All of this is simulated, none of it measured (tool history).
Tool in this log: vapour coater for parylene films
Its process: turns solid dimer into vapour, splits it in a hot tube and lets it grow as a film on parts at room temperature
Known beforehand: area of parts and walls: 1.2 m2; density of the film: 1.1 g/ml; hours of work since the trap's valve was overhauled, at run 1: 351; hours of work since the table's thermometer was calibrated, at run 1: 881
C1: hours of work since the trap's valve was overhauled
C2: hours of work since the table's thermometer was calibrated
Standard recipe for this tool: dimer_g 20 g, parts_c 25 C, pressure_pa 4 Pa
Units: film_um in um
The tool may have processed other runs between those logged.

{"run": 1, "hour": 0.0, "dimer_g": 20, "parts_c": 25, "pressure_pa": 4, "C1": 351, "C2": 881, "film_um": 9.3}
{"run": 2, "hour": 33.7, "dimer_g": 20, "parts_c": 25, "pressure_pa": 4, "C1": 371, "C2": 901, "film_um": 9.28}
{"run": 3, "hour": 72.0, "dimer_g": 20, "parts_c": 25, "pressure_pa": 4, "C1": 393, "C2": 924, "film_um": 9.24}
{"run": 4, "hour": 115.8, "dimer_g": 20, "parts_c": 25, "pressure_pa": 4, "C1": 420, "C2": 950, "film_um": 9.32}
{"hour": 135.5, "done": "trap's valve overhauled"}
{"run": 5, "hour": 146.0, "dimer_g": 20, "parts_c": 25, "pressure_pa": 4, "C1": 6, "C2": 966, "film_um": 10.23}
{"run": 6, "hour": 176.8, "dimer_g": 20, "parts_c": 25, "pressure_pa": 4, "C1": 25, "C2": 984, "film_um": 10.28}
{"run": 7, "hour": 201.7, "dimer_g": 20, "parts_c": 25, "pressure_pa": 4, "C1": 39, "C2": 999, "film_um": 10.32}
{"run": 8, "hour": 239.5, "dimer_g": 20, "parts_c": 25, "pressure_pa": 4, "C1": 62, "C2": 1021, "film_um": 9.98}
{"run": 9, "hour": 277.4, "dimer_g": 20, "parts_c": 25, "pressure_pa": 4, "C1": 84, "C2": 1044, "film_um": 10.06}
{"run": 10, "hour": 311.0, "dimer_g": 20, "parts_c": 25, "pressure_pa": 4, "C1": 104, "C2": 1064, "film_um": 10.01}
{"hour": 314.3, "done": "table's thermometer calibrated"}
{"run": 11, "hour": 332.1, "dimer_g": 10, "parts_c": 25, "pressure_pa": 3.52, "C1": 116, "C2": 11, "film_um": 5.25}
{"run": 12, "hour": 371.7, "dimer_g": 11, "parts_c": 21, "pressure_pa": 4, "C1": 140, "C2": 34, "film_um": 6.15}
{"run": 13, "hour": 406.7, "dimer_g": 11, "parts_c": 21, "pressure_pa": 4, "C1": 161, "C2": 55, "film_um": 6.09}
{"hour": 428.1, "done": "table's thermometer calibrated, once more"}
{"run": 14, "hour": 449.5, "dimer_g": 14, "parts_c": 34, "pressure_pa": 4, "C1": 186, "C2": 13, "film_um": 5.26}
{"run": 15, "hour": 473.2, "dimer_g": 14, "parts_c": 34, "pressure_pa": 4, "C1": 200, "C2": 27, "film_um": 5.16}
{"run": 16, "hour": 497.4, "dimer_g": 24, "parts_c": 34, "pressure_pa": 4, "C1": 214, "C2": 41, "film_um": 9.05}
{"run": 17, "hour": 521.8, "dimer_g": 23, "parts_c": 27, "pressure_pa": 4, "C1": 229, "C2": 56, "film_um": 10.5}
{"run": 18, "hour": 554.3, "dimer_g": 20, "parts_c": 28, "pressure_pa": 4, "C1": 248, "C2": 75, "film_um": 8.73}
{"run": 19, "hour": 579.1, "dimer_g": 13, "parts_c": 20, "pressure_pa": 11.01, "C1": 263, "C2": 90, "film_um": 5.61}
{"run": 20, "hour": 623.6, "dimer_g": 13, "parts_c": 20, "pressure_pa": 11.84, "C1": 289, "C2": 116, "film_um": 5.42}

What if the next run were any one of these 4? Each begins from the tool's condition after run 20:
{"run": "A", "hour": 665.0, "dimer_g": 10, "parts_c": 24, "pressure_pa": 9.74, "C1": 314, "C2": 141, "film_um": "?"}
{"run": "B", "hour": 665.0, "dimer_g": 13, "parts_c": 21, "pressure_pa": 3.73, "C1": 314, "C2": 141, "film_um": "?"}
{"run": "C", "hour": 665.0, "dimer_g": 10, "parts_c": 26, "pressure_pa": 10.75, "C1": 314, "C2": 141, "film_um": "?"}
{"run": "D", "hour": 665.0, "dimer_g": 34, "parts_c": 19, "pressure_pa": 3.49, "C1": 314, "C2": 141, "film_um": "?"}

run=A film_um=3.91
run=B film_um=6.83
run=C film_um=3.65
run=D film_um=19.22
Without the tool's hidden state the same runs would have given:
run=A film_um=4.29
run=B film_um=7.5
run=C film_um=4.01
run=D film_um=21.1

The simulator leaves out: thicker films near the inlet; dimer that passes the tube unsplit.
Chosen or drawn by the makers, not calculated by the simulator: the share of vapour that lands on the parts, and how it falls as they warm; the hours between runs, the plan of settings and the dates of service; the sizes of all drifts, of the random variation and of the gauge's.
